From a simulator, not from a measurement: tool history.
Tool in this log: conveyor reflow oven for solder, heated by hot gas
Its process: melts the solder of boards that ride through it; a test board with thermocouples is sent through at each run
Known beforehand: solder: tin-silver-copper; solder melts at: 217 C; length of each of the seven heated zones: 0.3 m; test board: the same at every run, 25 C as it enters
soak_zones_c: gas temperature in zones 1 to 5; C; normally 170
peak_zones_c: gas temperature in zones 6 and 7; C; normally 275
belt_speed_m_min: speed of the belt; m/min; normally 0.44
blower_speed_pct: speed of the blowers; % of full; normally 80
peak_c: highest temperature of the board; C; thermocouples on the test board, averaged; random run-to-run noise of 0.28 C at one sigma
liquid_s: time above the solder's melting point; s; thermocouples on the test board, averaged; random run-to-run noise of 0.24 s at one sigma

{"run": 1, "day": 0.0, "soak_zones_c": 170, "peak_zones_c": 275, "belt_speed_m_min": 0.44, "blower_speed_pct": 80, "peak_c": 257.5, "liquid_s": 63.3}
{"run": 2, "day": 1.608, "soak_zones_c": 170, "peak_zones_c": 285, "belt_speed_m_min": 0.44, "blower_speed_pct": 80, "peak_c": 266.3, "liquid_s": 68}
{"run": 3, "day": 3.533, "soak_zones_c": 170, "peak_zones_c": 263, "belt_speed_m_min": 0.44, "blower_speed_pct": 80, "peak_c": 247.2, "liquid_s": 55.6}
{"run": 4, "day": 4.696, "soak_zones_c": 170, "peak_zones_c": 263, "belt_speed_m_min": 0.44, "blower_speed_pct": 80, "peak_c": 247.3, "liquid_s": 55.4}
{"run": 5, "day": 5.717, "soak_zones_c": 170, "peak_zones_c": 275, "belt_speed_m_min": 0.44, "blower_speed_pct": 80, "peak_c": 257.7, "liquid_s": 63.2}
{"run": 6, "day": 7.7, "soak_zones_c": 170, "peak_zones_c": 275, "belt_speed_m_min": 0.44, "blower_speed_pct": 80, "peak_c": 257.2, "liquid_s": 62.8}
{"run": 7, "day": 8.862, "soak_zones_c": 170, "peak_zones_c": 278, "belt_speed_m_min": 0.44, "blower_speed_pct": 51, "peak_c": 252.9, "liquid_s": 58.2}
{"run": 8, "day": 10.104, "soak_zones_c": 170, "peak_zones_c": 278, "belt_speed_m_min": 0.44, "blower_speed_pct": 51, "peak_c": 252.5, "liquid_s": 58.2}
{"run": 9, "day": 12.2, "soak_zones_c": 170, "peak_zones_c": 275, "belt_speed_m_min": 0.44, "blower_speed_pct": 85, "peak_c": 258.5, "liquid_s": 64.1}
{"run": 10, "day": 13.546, "soak_zones_c": 162, "peak_zones_c": 275, "belt_speed_m_min": 0.44, "blower_speed_pct": 54, "peak_c": 249.4, "liquid_s": 53.3}
{"run": 11, "day": 15.296, "soak_zones_c": 170, "peak_zones_c": 289, "belt_speed_m_min": 0.353, "blower_speed_pct": 63, "peak_c": 273.8, "liquid_s": 90.8}

Predict each of these 5 candidate next runs independently; none follows another, all start after run 11:
{"run": "A", "day": 16.429, "soak_zones_c": 182, "peak_zones_c": 286, "belt_speed_m_min": 0.378, "blower_speed_pct": 63, "peak_c": "?", "liquid_s": "?"}
{"run": "B", "day": 16.429, "soak_zones_c": 170, "peak_zones_c": 282, "belt_speed_m_min": 0.353, "blower_speed_pct": 63, "peak_c": "?", "liquid_s": "?"}
{"run": "C", "day": 16.429, "soak_zones_c": 181, "peak_zones_c": 275, "belt_speed_m_min": 0.44, "blower_speed_pct": 80, "peak_c": "?", "liquid_s": "?"}
{"run": "D", "day": 16.429, "soak_zones_c": 170, "peak_zones_c": 264, "belt_speed_m_min": 0.45, "blower_speed_pct": 63, "peak_c": "?", "liquid_s": "?"}
{"run": "E", "day": 16.429, "soak_zones_c": 179, "peak_zones_c": 278, "belt_speed_m_min": 0.44, "blower_speed_pct": 62, "peak_c": "?", "liquid_s": "?"}

run=A peak_c=270.6 liquid_s=87.8
run=B peak_c=267.3 liquid_s=86.3
run=C peak_c=259.3 liquid_s=68.8
run=D peak_c=243.4 liquid_s=49.9
run=E peak_c=258.2 liquid_s=66.1
With no hidden state in the tool, these same runs would have given:
run=A peak_c=270.6 liquid_s=87.8
run=B peak_c=267.4 liquid_s=86.3
run=C peak_c=259.4 liquid_s=68.8
run=D peak_c=243.4 liquid_s=49.9
run=E peak_c=258.2 liquid_s=66.2
